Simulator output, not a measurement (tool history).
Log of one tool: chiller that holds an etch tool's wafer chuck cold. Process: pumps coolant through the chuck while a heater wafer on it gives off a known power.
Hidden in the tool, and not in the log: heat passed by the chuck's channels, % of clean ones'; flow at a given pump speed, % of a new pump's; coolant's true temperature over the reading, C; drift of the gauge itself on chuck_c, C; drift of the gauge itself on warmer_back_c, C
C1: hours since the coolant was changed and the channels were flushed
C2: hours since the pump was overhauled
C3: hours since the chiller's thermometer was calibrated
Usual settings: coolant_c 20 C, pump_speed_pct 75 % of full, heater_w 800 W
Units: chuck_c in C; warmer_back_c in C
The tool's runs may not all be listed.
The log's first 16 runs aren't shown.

run 17 day=108.125 | coolant_c=25 pump_speed_pct=97 heater_w=619 | C1=1728 C2=250 C3=1545 | chuck_c=30.54 warmer_back_c=2.88
run 18 day=113.379 | coolant_c=25 pump_speed_pct=60 heater_w=510 | C1=1854 C2=377 C3=1671 | chuck_c=31.78 warmer_back_c=3.89
run 19 day=120.367 | coolant_c=25 pump_speed_pct=60 heater_w=510 | C1=2021 C2=544 C3=1839 | chuck_c=31.61 warmer_back_c=3.88
run 20 day=128.171 | coolant_c=25 pump_speed_pct=73 heater_w=510 | C1=2209 C2=732 C3=2026 | chuck_c=30.72 warmer_back_c=3.19
run 21 day=136.421 | coolant_c=25 pump_speed_pct=73 heater_w=510 | C1=2407 C2=930 C3=2224 | chuck_c=30.69 warmer_back_c=3.21
-- day=139.450 coolant pump overhauled, once more
run 22 day=142.279 | coolant_c=20 pump_speed_pct=91 heater_w=510 | C1=2542 C2=68 C3=2360 | chuck_c=24.03 warmer_back_c=2.07
run 23 day=146.933 | coolant_c=13 pump_speed_pct=92 heater_w=800 | C1=2654 C2=180 C3=2471 | chuck_c=19.52 warmer_back_c=3.20
run 24 day=155.325 | coolant_c=11 pump_speed_pct=65 heater_w=833 | C1=2855 C2=381 C3=2673 | chuck_c=20.17 warmer_back_c=4.69
run 25 day=162.296 | coolant_c=11 pump_speed_pct=65 heater_w=833 | C1=3023 C2=548 C3=2840 | chuck_c=20.21 warmer_back_c=4.79
run 26 day=166.758 | coolant_c=12 pump_speed_pct=99 heater_w=499 | C1=3130 C2=655 C3=2947 | chuck_c=15.63 warmer_back_c=1.82
-- day=173.412 coolant changed, channels flushed
run 27 day=175.629 | coolant_c=20 pump_speed_pct=75 heater_w=515 | C1=53 C2=862 C3=3154 | chuck_c=24.15 warmer_back_c=2.54
run 28 day=182.129 | coolant_c=20 pump_speed_pct=75 heater_w=515 | C1=209 C2=1018 C3=3310 | chuck_c=24.20 warmer_back_c=2.62
run 29 day=188.117 | coolant_c=21 pump_speed_pct=81 heater_w=800 | C1=353 C2=1162 C3=3454 | chuck_c=27.28 warmer_back_c=3.77
-- day=188.800 chiller's thermometer calibrated
run 30 day=192.850 | coolant_c=16 pump_speed_pct=74 heater_w=833 | C1=465 C2=1275 C3=97 | chuck_c=24.06 warmer_back_c=4.25

4 ways to go on from here, each from the tool as it stands after run 30. What would each give?
run A day=199.050 | coolant_c=20 pump_speed_pct=71 heater_w=1165 | C1=614 C2=1423 C3=246 | chuck_c=? warmer_back_c=?
run B day=199.050 | coolant_c=20 pump_speed_pct=80 heater_w=800 | C1=614 C2=1423 C3=246 | chuck_c=? warmer_back_c=?
run C day=199.050 | coolant_c=14 pump_speed_pct=75 heater_w=643 | C1=614 C2=1423 C3=246 | chuck_c=? warmer_back_c=?
run D day=199.050 | coolant_c=20 pump_speed_pct=79 heater_w=800 | C1=614 C2=1423 C3=246 | chuck_c=? warmer_back_c=?

run=A chuck_c=31.93 warmer_back_c=6.17
run=B chuck_c=27.49 warmer_back_c=3.80
run=C chuck_c=20.30 warmer_back_c=3.27
run=D chuck_c=27.65 warmer_back_c=3.82
Without the tool's hidden state the same runs would have given:
run=A chuck_c=31.39 warmer_back_c=5.95
run=B chuck_c=27.16 warmer_back_c=3.66
run=C chuck_c=20.02 warmer_back_c=3.15
run=D chuck_c=27.31 warmer_back_c=3.68

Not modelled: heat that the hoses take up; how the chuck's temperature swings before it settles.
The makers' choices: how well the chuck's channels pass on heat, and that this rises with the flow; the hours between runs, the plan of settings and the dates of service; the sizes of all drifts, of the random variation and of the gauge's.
